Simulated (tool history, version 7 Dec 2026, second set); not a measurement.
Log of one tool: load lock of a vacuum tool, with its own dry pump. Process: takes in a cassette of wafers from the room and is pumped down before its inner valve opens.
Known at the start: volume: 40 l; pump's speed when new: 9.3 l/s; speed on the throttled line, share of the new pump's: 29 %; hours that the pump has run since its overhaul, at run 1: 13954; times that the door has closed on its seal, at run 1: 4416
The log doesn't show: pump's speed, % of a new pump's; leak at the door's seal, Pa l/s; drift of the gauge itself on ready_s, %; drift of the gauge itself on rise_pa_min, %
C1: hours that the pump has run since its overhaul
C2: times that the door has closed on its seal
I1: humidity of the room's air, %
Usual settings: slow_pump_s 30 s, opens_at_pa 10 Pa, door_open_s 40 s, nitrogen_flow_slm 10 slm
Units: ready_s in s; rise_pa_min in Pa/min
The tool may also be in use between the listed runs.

{"run": 1, "day": 0.0, "slow_pump_s": 30, "opens_at_pa": 10, "door_open_s": 40, "nitrogen_flow_slm": 10, "C1": 13954, "C2": 4416, "I1": 42.5, "ready_s": 66.5, "rise_pa_min": 0.08}
{"run": 2, "day": 13.208, "slow_pump_s": 30, "opens_at_pa": 10, "door_open_s": 40, "nitrogen_flow_slm": 10, "C1": 14271, "C2": 5414, "I1": 43.8, "ready_s": 67, "rise_pa_min": 0.087}
{"run": 3, "day": 25.6, "slow_pump_s": 30, "opens_at_pa": 20, "door_open_s": 40, "nitrogen_flow_slm": 10, "C1": 14569, "C2": 6351, "I1": 45.3, "ready_s": 62.8, "rise_pa_min": 0.102}
{"run": 4, "day": 33.192, "slow_pump_s": 30, "opens_at_pa": 20, "door_open_s": 40, "nitrogen_flow_slm": 10, "C1": 14751, "C2": 6925, "I1": 46.4, "ready_s": 63.2, "rise_pa_min": 0.117}
{"run": 5, "day": 45.742, "slow_pump_s": 30, "opens_at_pa": 10, "door_open_s": 40, "nitrogen_flow_slm": 10, "C1": 15052, "C2": 7874, "I1": 43.8, "ready_s": 66.8, "rise_pa_min": 0.109}
{"run": 6, "day": 55.404, "slow_pump_s": 30, "opens_at_pa": 10, "door_open_s": 40, "nitrogen_flow_slm": 9, "C1": 15284, "C2": 8605, "I1": 42.2, "ready_s": 66.9, "rise_pa_min": 0.12}
{"run": 7, "day": 63.342, "slow_pump_s": 30, "opens_at_pa": 10, "door_open_s": 40, "nitrogen_flow_slm": 9, "C1": 15474, "C2": 9205, "I1": 44.6, "ready_s": 67.6, "rise_pa_min": 0.138}
{"run": 8, "day": 72.404, "slow_pump_s": 30, "opens_at_pa": 10, "door_open_s": 40, "nitrogen_flow_slm": 9, "C1": 15692, "C2": 9890, "I1": 48.3, "ready_s": 66.8, "rise_pa_min": 0.146}
{"run": 9, "day": 80.162, "slow_pump_s": 30, "opens_at_pa": 14, "door_open_s": 71, "nitrogen_flow_slm": 9, "C1": 15878, "C2": 10476, "I1": 46.3, "ready_s": 65.1, "rise_pa_min": 0.168}
{"run": 10, "day": 87.925, "slow_pump_s": 45, "opens_at_pa": 10, "door_open_s": 40, "nitrogen_flow_slm": 13, "C1": 16064, "C2": 11063, "I1": 45.7, "ready_s": 75.8, "rise_pa_min": 0.155}
{"run": 11, "day": 98.438, "slow_pump_s": 17, "opens_at_pa": 10, "door_open_s": 69, "nitrogen_flow_slm": 10, "C1": 16317, "C2": 11858, "I1": 46.8, "ready_s": 59.4, "rise_pa_min": 0.183}
{"run": 12, "day": 106.362, "slow_pump_s": 17, "opens_at_pa": 10, "door_open_s": 69, "nitrogen_flow_slm": 10, "C1": 16507, "C2": 12457, "I1": 43.9, "ready_s": 58.7, "rise_pa_min": 0.194}

Forecast each of these 4 alternatives for the next run:
{"run": "A", "day": 116.658, "slow_pump_s": 38, "opens_at_pa": 10, "door_open_s": 69, "nitrogen_flow_slm": 10, "C1": 16754, "C2": 13236, "I1": 45.2, "ready_s": "?", "rise_pa_min": "?"}
{"run": "B", "day": 116.658, "slow_pump_s": 23, "opens_at_pa": 10, "door_open_s": 69, "nitrogen_flow_slm": 15, "C1": 16754, "C2": 13236, "I1": 44.7, "ready_s": "?", "rise_pa_min": "?"}
{"run": "C", "day": 116.658, "slow_pump_s": 33, "opens_at_pa": 10, "door_open_s": 35, "nitrogen_flow_slm": 35, "C1": 16754, "C2": 13236, "I1": 48.6, "ready_s": "?", "rise_pa_min": "?"}
{"run": "D", "day": 116.658, "slow_pump_s": 17, "opens_at_pa": 10, "door_open_s": 69, "nitrogen_flow_slm": 10, "C1": 16754, "C2": 13236, "I1": 44.5, "ready_s": "?", "rise_pa_min": "?"}

run=A ready_s=73 rise_pa_min=0.197
run=B ready_s=63.2 rise_pa_min=0.19
run=C ready_s=69.7 rise_pa_min=0.169
run=D ready_s=58.8 rise_pa_min=0.208
Without the tool's hidden state the same runs would have given:
run=A ready_s=67 rise_pa_min=0.054
run=B ready_s=56.4 rise_pa_min=0.046
run=C ready_s=63.4 rise_pa_min=0.024
run=D ready_s=51.6 rise_pa_min=0.063
